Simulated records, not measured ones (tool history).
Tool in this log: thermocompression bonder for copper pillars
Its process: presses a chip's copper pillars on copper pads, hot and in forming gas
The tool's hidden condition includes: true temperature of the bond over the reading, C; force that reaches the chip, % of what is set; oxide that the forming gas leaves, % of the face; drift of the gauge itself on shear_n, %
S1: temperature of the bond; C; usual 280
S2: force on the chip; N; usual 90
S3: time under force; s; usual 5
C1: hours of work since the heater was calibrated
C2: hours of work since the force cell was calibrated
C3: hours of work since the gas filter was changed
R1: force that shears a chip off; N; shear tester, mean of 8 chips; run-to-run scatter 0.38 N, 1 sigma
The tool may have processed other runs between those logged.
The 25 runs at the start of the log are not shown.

{"run": 26, "hour": 816.9, "S1": 277, "S2": 89, "S3": 5, "C1": 98, "C2": 670, "C3": 172, "R1": 70.2}
{"run": 27, "hour": 847.4, "S1": 294, "S2": 65, "S3": 14, "C1": 115, "C2": 687, "C3": 190, "R1": 87.8}
{"hour": 859.8, "done": "heater calibrated with a thermocouple chip, once more"}
{"run": 28, "hour": 894.0, "S1": 294, "S2": 65, "S3": 14, "C1": 20, "C2": 713, "C3": 216, "R1": 84.6}
{"run": 29, "hour": 923.5, "S1": 265, "S2": 85, "S3": 5, "C1": 37, "C2": 730, "C3": 233, "R1": 55.3}
{"run": 30, "hour": 943.3, "S1": 258, "S2": 85, "S3": 5, "C1": 48, "C2": 742, "C3": 245, "R1": 50.1}
{"run": 31, "hour": 988.1, "S1": 296, "S2": 90, "S3": 8, "C1": 74, "C2": 768, "C3": 271, "R1": 88.7}
{"run": 32, "hour": 1019.7, "S1": 270, "S2": 90, "S3": 7, "C1": 93, "C2": 786, "C3": 289, "R1": 67.2}
{"run": 33, "hour": 1049.8, "S1": 292, "S2": 111, "S3": 5, "C1": 110, "C2": 804, "C3": 306, "R1": 87.2}
{"run": 34, "hour": 1098.0, "S1": 308, "S2": 111, "S3": 14, "C1": 138, "C2": 832, "C3": 334, "R1": 111.6}
{"run": 35, "hour": 1141.0, "S1": 289, "S2": 57, "S3": 5, "C1": 163, "C2": 856, "C3": 359, "R1": 49.3}
{"run": 36, "hour": 1185.7, "S1": 257, "S2": 80, "S3": 5, "C1": 189, "C2": 882, "C3": 385, "R1": 45.3}
{"run": 37, "hour": 1227.2, "S1": 257, "S2": 80, "S3": 5, "C1": 213, "C2": 906, "C3": 409, "R1": 44.5}
{"hour": 1230.4, "done": "forming gas filter changed"}
{"run": 38, "hour": 1251.2, "S1": 309, "S2": 80, "S3": 5, "C1": 227, "C2": 920, "C3": 12, "R1": 87.9}
{"run": 39, "hour": 1277.2, "S1": 280, "S2": 86, "S3": 8, "C1": 242, "C2": 935, "C3": 27, "R1": 82.2}
{"run": 40, "hour": 1308.5, "S1": 308, "S2": 74, "S3": 5, "C1": 260, "C2": 953, "C3": 45, "R1": 82.1}
{"run": 41, "hour": 1329.9, "S1": 285, "S2": 90, "S3": 5, "C1": 272, "C2": 966, "C3": 58, "R1": 76.0}

What if the next run were any one of these 3? Each begins from the tool's condition after run 41:
{"run": "A", "hour": 1354.9, "S1": 295, "S2": 117, "S3": 11, "C1": 287, "C2": 980, "C3": 72, "R1": "?"}
{"run": "B", "hour": 1354.9, "S1": 305, "S2": 90, "S3": 4, "C1": 287, "C2": 980, "C3": 72, "R1": "?"}
{"run": "C", "hour": 1354.9, "S1": 285, "S2": 90, "S3": 7, "C1": 287, "C2": 980, "C3": 72, "R1": "?"}

run=A R1=115.0
run=B R1=85.7
run=C R1=84.9
Without the tool's hidden state the same runs would have given:
run=A R1=116.1
run=B R1=85.7
run=C R1=84.8
